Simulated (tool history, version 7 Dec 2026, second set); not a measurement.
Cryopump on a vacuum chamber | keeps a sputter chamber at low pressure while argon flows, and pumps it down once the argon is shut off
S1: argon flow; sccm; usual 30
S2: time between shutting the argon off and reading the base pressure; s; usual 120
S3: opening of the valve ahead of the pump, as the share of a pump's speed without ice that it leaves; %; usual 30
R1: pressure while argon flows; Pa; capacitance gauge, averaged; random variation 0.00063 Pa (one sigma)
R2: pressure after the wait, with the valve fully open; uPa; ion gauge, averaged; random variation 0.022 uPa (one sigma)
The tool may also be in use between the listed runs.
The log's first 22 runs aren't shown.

run,hour,S1,S2,S3,R1,R2
23,253.2,36,61,56,0.0627,1.54
24,261.7,12,120,28,0.0419,1.14
25,269.4,12,120,28,0.0416,1.16
26,281.0,30,51,30,0.0969,1.81
27,295.2,36,179,55,0.0643,0.98
28,301.4,36,179,55,0.0648,1.02
29,313.7,30,32,30,0.0973,2.48
30,321.5,30,26,27,0.1078,2.84
31,331.0,30,26,27,0.1086,2.82

Run 32 comes next. What will it give?
32,346.3,30,26,27,?,?

R1: 0.1080 Pa
R2: 2.86 uPa
Without the tool's hidden state the same run would have given R1 0.1064 Pa, R2 2.29 uPa.

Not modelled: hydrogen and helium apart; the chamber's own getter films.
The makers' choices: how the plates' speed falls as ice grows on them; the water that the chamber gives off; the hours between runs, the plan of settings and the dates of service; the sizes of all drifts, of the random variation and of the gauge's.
